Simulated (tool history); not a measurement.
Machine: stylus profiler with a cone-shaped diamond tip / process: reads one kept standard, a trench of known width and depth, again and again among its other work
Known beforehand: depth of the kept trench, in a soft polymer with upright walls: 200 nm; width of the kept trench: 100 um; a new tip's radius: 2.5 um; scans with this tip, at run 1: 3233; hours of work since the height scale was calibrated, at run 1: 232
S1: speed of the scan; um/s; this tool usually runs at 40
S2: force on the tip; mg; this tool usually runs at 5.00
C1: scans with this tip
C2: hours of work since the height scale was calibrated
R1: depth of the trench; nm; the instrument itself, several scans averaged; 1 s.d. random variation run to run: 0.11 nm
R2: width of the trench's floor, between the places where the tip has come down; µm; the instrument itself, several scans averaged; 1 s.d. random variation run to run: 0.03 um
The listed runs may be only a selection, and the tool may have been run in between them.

run	day	S1	S2	C1	C2	R1	R2
1	0.000	40	5.00	3233	232	204.08	97.81
2	0.821	40	3.20	3349	241	202.84	97.78
3	1.792	40	5.00	3488	251	203.96	97.81
4	2.446	40	5.00	3580	257	204.01	97.81
5	3.529	40	5.00	3734	268	203.73	97.79
6	4.375	42	5.00	3854	277	203.91	97.79
7	4.867	42	5.00	3924	282	203.94	97.80
8	5.717	42	5.00	4045	291	203.90	97.85
9	6.475	42	5.00	4153	299	203.94	97.75
10	7.442	40	3.04	4290	308	202.58	97.68
11	8.129	48	5.00	4388	315	203.81	97.80
12	9.208	60	10.63	4541	327	206.55	97.76

Run 13 has not been measured yet. What should we expect?
13	9.775	71	3.57	4622	332	?	?

{"run 13": {"R1": 203.06, "R2": 97.68}}
On a tool with no hidden condition, and with the same random variation, this run would have come out at R1 203.52 nm, R2 97.84 µm.
